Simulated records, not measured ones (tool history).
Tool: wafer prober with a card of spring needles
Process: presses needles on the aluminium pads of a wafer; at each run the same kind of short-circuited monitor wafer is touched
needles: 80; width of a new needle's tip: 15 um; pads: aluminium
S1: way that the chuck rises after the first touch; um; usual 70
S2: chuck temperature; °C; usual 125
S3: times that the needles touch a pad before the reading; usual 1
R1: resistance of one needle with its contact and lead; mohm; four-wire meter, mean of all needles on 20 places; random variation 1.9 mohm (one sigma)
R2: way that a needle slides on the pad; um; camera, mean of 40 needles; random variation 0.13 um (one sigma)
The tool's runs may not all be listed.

| run | hour | S1 | S2 | S3 | R1 | R2 |
|---|---|---|---|---|---|---|
| 1 | 0 | 70 | 125 | 1 | 206 | 16.97 |
|  | 8.1 | tips cleaned on abrasive film |
|  | 16.2 | tips cleaned on abrasive film |
|  | 26.3 | tips cleaned on abrasive film |
|  | 34.4 | tips cleaned on abrasive film |
|  | 44.5 | tips cleaned on abrasive film |
| 2 | 47.4 | 70 | 125 | 1 | 214 | 16.87 |
|  | 53.5 | tips cleaned on abrasive film |
|  | 61.6 | tips cleaned on abrasive film |
|  | 69.7 | tips cleaned on abrasive film |
|  | 79.8 | tips cleaned on abrasive film |
|  | 87.9 | tips cleaned on abrasive film |
|  | 96 | tips cleaned on abrasive film |
| 3 | 97.7 | 80 | 125 | 1 | 204 | 19.12 |
|  | 105.8 | tips cleaned on abrasive film |
|  | 113.9 | tips cleaned on abrasive film |
|  | 124 | tips cleaned on abrasive film |
|  | 134.1 | tips cleaned on abrasive film |
|  | 144.2 | tips cleaned on abrasive film |
| 4 | 147.9 | 80 | 125 | 1 | 209 | 19.1 |
|  | 154 | tips cleaned on abrasive film |
|  | 164.1 | tips cleaned on abrasive film |
|  | 174.2 | tips cleaned on abrasive film |
|  | 184.3 | tips cleaned on abrasive film |
| 5 | 185.5 | 80 | 125 | 1 | 212 | 18.81 |
|  | 193.6 | tips cleaned on abrasive film |
|  | 203.7 | tips cleaned on abrasive film |
|  | 211.8 | tips cleaned on abrasive film |
| 6 | 212.1 | 70 | 125 | 1 | 206 | 16.33 |
|  | 220.2 | tips cleaned on abrasive film |
|  | 228.3 | tips cleaned on abrasive film |
|  | 238.4 | tips cleaned on abrasive film |
|  | 246.5 | tips cleaned on abrasive film |
| 7 | 249.4 | 70 | 125 | 1 | 217 | 16.19 |
|  | 255.5 | tips cleaned on abrasive film |
|  | 263.6 | tips cleaned on abrasive film |
|  | 273.7 | tips cleaned on abrasive film |
| 8 | 279.6 | 70 | 36 | 1 | 215 | 16.06 |
|  | 281.9 | height of the first contact set anew |
|  | 284 | tips cleaned on abrasive film |
|  | 292.1 | tips cleaned on abrasive film |
|  | 302.2 | tips cleaned on abrasive film |
|  | 312.3 | tips cleaned on abrasive film |
|  | 322.4 | tips cleaned on abrasive film |
|  | 332.4 | tips cleaned on abrasive film |
| 9 | 332.4 | 70 | 125 | 3 | 204 | 17.68 |
|  | 342.5 | tips cleaned on abrasive film |
|  | 350.6 | tips cleaned on abrasive film |
| 10 | 355.9 | 70 | 125 | 3 | 209 | 17.39 |
|  | 360 | tips cleaned on abrasive film |
|  | 370.1 | tips cleaned on abrasive film |
|  | 380.2 | tips cleaned on abrasive film |
|  | 388.3 | tips cleaned on abrasive film |
| 11 | 393.7 | 57 | 125 | 1 | 241 | 13.89 |
|  | 397.8 | tips cleaned on abrasive film |
|  | 407.9 | tips cleaned on abrasive film |
|  | 416 | tips cleaned on abrasive film |
|  | 426.1 | tips cleaned on abrasive film |
|  | 436.1 | tips cleaned on abrasive film |
| 12 | 436.1 | 78 | 125 | 1 | 205 | 19.14 |
|  | 446.2 | tips cleaned on abrasive film |
|  | 456.3 | tips cleaned on abrasive film |
| 13 | 463.4 | 70 | 26 | 1 | 215 | 17.2 |
|  | 465.5 | tips cleaned on abrasive film |
|  | 473.6 | tips cleaned on abrasive film |
|  | 483.7 | tips cleaned on abrasive film |
| 14 | 487.6 | 70 | 49 | 1 | 208 | 17.12 |
|  | 493.7 | tips cleaned on abrasive film |
|  | 503.8 | tips cleaned on abrasive film |
|  | 513.6 | tips cleaned on abrasive film |
| 15 | 513.6 | 70 | 49 | 1 | 190 | 16.84 |
|  | 521.7 | tips cleaned on abrasive film |
|  | 529.8 | tips cleaned on abrasive film |
|  | 539.9 | tips cleaned on abrasive film |
|  | 550 | tips cleaned on abrasive film |
|  | 560.1 | tips cleaned on abrasive film |
| 16 | 562 | 79 | 66 | 1 | 200 | 19.34 |
|  | 570.1 | tips cleaned on abrasive film |
|  | 580.2 | tips cleaned on abrasive film |
| 17 | 585.1 | 58 | 26 | 1 | 234 | 13.83 |
|  | 589.2 | tips cleaned on abrasive film |
|  | 599.3 | tips cleaned on abrasive film |
|  | 609.4 | tips cleaned on abrasive film |
| 18 | 610.1 | 58 | 26 | 1 | 199 | 13.61 |
|  | 618.2 | tips cleaned on abrasive film |
|  | 628.3 | tips cleaned on abrasive film |
|  | 636.4 | tips cleaned on abrasive film |
|  | 646.5 | tips cleaned on abrasive film |
|  | 654.5 | tips cleaned on abrasive film |
| 19 | 656.6 | 58 | 26 | 1 | 209 | 13.39 |
|  | 662.7 | tips cleaned on abrasive film |
|  | 672.8 | tips cleaned on abrasive film |
|  | 682.9 | tips cleaned on abrasive film |
| 20 | 685.6 | 56 | 26 | 3 | 197 | 12.85 |

Run 21 comes next. What will it give?
|  | 691.7 | tips cleaned on abrasive film |
|  | 701.7 | tips cleaned on abrasive film |
|  | 709.8 | tips cleaned on abrasive film |
|  | 717.9 | tips cleaned on abrasive film |
|  | 728 | tips cleaned on abrasive film |
|  | 738.1 | tips cleaned on abrasive film |
| 21 | 738.8 | 51 | 91 | 3 | ? | ? |

Run 21 gave R1 210 mohm, R2 11.39 um.
Without the tool's hidden state the same run would have given R1 195 mohm, R2 12.87 um.
